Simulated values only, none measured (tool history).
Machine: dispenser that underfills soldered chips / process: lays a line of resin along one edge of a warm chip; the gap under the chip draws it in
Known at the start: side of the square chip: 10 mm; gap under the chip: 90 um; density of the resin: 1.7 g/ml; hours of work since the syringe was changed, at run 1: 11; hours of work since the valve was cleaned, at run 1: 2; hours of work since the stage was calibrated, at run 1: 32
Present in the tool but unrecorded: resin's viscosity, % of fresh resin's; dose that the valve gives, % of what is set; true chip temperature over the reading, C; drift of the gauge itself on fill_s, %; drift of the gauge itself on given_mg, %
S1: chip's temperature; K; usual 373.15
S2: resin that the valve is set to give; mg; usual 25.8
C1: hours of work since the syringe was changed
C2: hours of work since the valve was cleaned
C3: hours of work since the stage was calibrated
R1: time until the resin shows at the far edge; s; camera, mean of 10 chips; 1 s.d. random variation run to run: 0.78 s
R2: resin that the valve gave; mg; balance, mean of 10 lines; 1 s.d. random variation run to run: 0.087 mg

run	hour	S1	S2	C1	C2	C3	R1	R2
1	0	373.15	25.8	11	2	32	106.2	25.64
# hour 1.4: new syringe of resin
2	4.9	373.15	25.8	3	6	35	80.6	25.64
3	10.5	373.15	25.5	7	10	39	90.7	25.38
4	13.6	373.15	22.2	9	12	41	100.4	22.05
# hour 18.2: new syringe of resin
5	19.9	373.15	22.2	1	16	46	77.3	21.88
6	25.2	373.15	22.2	5	20	49	88.7	21.83
7	30.1	373.15	22.2	8	23	53	97.9	21.85
8	33.8	373.15	22.2	11	26	55	110.1	21.67
# hour 35.3: new syringe of resin
9	37	373.15	22.2	1	28	57	77.5	21.59
10	42.1	373.15	32.1	5	32	61	86.5	31.39
11	45.4	373.15	32.1	7	34	63	94.7	31.19
12	49.9	373.15	25.8	10	37	67	105.6	25.08
# hour 52.1: new syringe of resin
13	54	373.15	26.1	1	40	69	76.9	25.13
14	57.9	373.15	26.1	4	43	72	84.5	25.15
15	63.1	364.15	26.1	8	47	76	131.3	25.2
16	67.7	373.15	25.8	11	50	79	107.4	24.86
# hour 69.2: new syringe of resin
# hour 72.6: dispensing valve cleaned and set on the balance
17	73.5	373.15	25.8	2	1	82	81.6	25.77
18	77.1	373.15	25.9	5	3	85	89.2	25.71
19	80.9	373.15	25.9	8	6	88	94.8	25.87
20	84.2	386.15	27.1	10	8	90	67.1	26.94
# hour 87.4: new syringe of resin
21	89	363.15	27.1	1	11	93	110.5	26.98
22	92.5	382.15	27.1	4	14	96	60	26.87
23	97.4	382.15	27.1	7	17	99	68	26.64
24	100.2	365.15	26.3	9	19	101	135.9	25.99
# hour 104.4: new syringe of resin
25	104.9	376.15	24.2	0	23	104	67.8	23.99
26	110.6	368.15	32.2	4	27	108	100.3	31.43
27	113.5	373.15	25.4	7	29	111	91	24.9
28	118.5	373.15	25.4	10	32	114	105.5	24.88
# hour 121.5: new syringe of resin
29	123.6	385.15	23.1	1	36	117	52.9	22.38
30	128.1	385.15	23.1	5	39	121	58.9	22.53
31	132.6	371.15	23.1	8	42	124	106.6	22.52

For run 32, what comes out?
32	136.2	371.15	31.7	10	45	126	?	?

R1: 112 s
R2: 30.89 mg
Take away the tool's hidden state, keep the run-to-run variation as it was, and the same run would have given R1 76 s, R2 31.88 mg.
